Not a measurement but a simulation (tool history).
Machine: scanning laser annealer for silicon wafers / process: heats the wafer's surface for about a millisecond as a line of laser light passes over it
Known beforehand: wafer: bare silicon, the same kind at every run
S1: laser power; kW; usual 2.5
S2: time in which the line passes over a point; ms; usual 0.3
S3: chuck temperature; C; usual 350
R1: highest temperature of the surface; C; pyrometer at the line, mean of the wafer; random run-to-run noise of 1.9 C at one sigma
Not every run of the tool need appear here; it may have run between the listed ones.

run	hour	S1	S2	S3	R1
1	0	2.5	0.3	350	1145
2	11.8	2.5	0.3	350	1140
3	17.9	2.667	0.3	350	1199
4	29.6	2.667	0.3	350	1198
5	37.8	2.667	0.3	350	1198
6	49.3	2.667	0.3	350	1197
7	60.5	2.5	0.3	350	1142
8	70.3	2.5	0.3	350	1144
9	77.3	2.5	0.3	350	1138
10	88.9	2.5	0.3	350	1140
11	100	2.5	0.3	350	1139
12	109.8	2.5	0.3	350	1138
13	119.7	2.5	0.3	352	1144
14	130.7	2.5	0.3	352	1145
# hour 134.5: laser's power meter calibrated
15	140.5	2.407	0.324	352	1139
16	151	2.134	0.3	384	1052
17	161.7	2.5	0.3	310	1097
18	170.4	2.658	0.3	350	1190
# hour 179.9: laser's power meter calibrated, once more
19	183.4	2.738	0.31	350	1233
20	193	2.364	0.331	347	1129
21	199.5	2.364	0.331	347	1131
22	209.3	2.5	0.339	342	1181
23	216.3	2.474	0.222	350	1022
24	223.5	2.474	0.222	350	1019
25	232.1	2.474	0.222	330	999

Here are 3 independent what-if runs from the current tool condition. What would each one return?
A	239.3	2.474	0.298	354	?
B	239.3	2.5	0.3	343	?
C	239.3	2.698	0.36	353	?

run	R1
A	1129
B	1130
C	1289
With no hidden state in the tool, these same runs would have given:
run	R1
A	1187
B	1190
C	1360
